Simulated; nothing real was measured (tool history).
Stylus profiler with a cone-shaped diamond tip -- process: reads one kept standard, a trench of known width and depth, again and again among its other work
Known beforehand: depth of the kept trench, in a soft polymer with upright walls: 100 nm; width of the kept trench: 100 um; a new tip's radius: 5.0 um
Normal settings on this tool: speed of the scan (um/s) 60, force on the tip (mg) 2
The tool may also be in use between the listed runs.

run	hour	speed of the scan (um/s)	force on the tip (mg)	depth of the trench (angstrom)	width of the trench's floor (nm)
1	0	60	2	1007.3	97820
2	25.1	60	2	1006.6	97760
3	39.1	60	2	1006.8	97820
4	54.6	195	2	1007	97450
5	74.1	195	2	1006.3	97480
6	92.1	195	2	1006.8	97450
7	112.2	115	2	1006.5	97610
8	128.5	27	2	1006.8	97880
9	151.2	27	2	1006.8	97840
10	172	60	2	1006.4	97790
11	186.1	60	2	1006.5	97720
12	200.1	60	2	1007.1	97760
13	221.8	60	2	1006.1	97730
14	234.3	60	2	1006.6	97750
15	255.1	60	2	1006.4	97740
16	280.2	60	2	1006.4	97740
17	297.3	60	2	1006.2	97790
18	315.7	60	2	1005.6	97750
19	328.6	60	2	1006.8	97790
20	340.4	60	2	1006.4	97780
21	365.6	60	2	1005.9	97700
22	382.6	60	2	1006.7	97730
23	401.3	60	4.29	1010.9	97790
24	428.3	60	4.29	1010	97760
25	445.6	29	2.35	1006.4	97840
26	467.5	61	0.91	1003.2	97650
27	487.4	61	0.91	1003.5	97630
28	501	61	0.91	1003	97640
29	530.3	61	0.91	1003.3	97640
30	550.1	56	1.02	1003.7	97670
31	577.9	83	4.47	1010.6	97680
32	596.6	60	1.12	1003.6	97680
33	622.7	60	1.12	1003.7	97630
34	645.3	133	2.62	1006.6	97550
35	672.8	25	1.16	1004.1	97760
36	697.6	25	1.16	1004.1	97760
37	724.8	25	1.16	1003.8	97810
38	750.6	25	1.16	1002.9	97750
39	779	185	0.99	1002.5	97140
40	795.6	22	3.2	1007.4	97800
41	823.1	205	2.22	1005.5	97290
42	839.3	19	2.22	1006	97770
43	854.6	19	2.22	1006.4	97740
44	869	19	2.22	1005.3	97760
45	887.3	19	2.22	1006	97720
46	900.1	93	3.58	1009	97640

Consider 3 possible next runs. They are alternatives, not a sequence: every one starts from the tool as it was left by run 46. What does each give?
A	923.5	188	1.46	?	?
B	923.5	188	1.26	?	?
C	923.5	29	5.33	?	?

run	depth of the trench (angstrom)	width of the trench's floor (nm)
A	1004	97210
B	1003.2	97200
C	1012.7	97750
Stripped of hidden state, with their random variation kept, the same runs would have yielded:
run	depth of the trench (angstrom)	width of the trench's floor (nm)
A	1005.3	97420
B	1004.5	97400
C	1014.1	97960
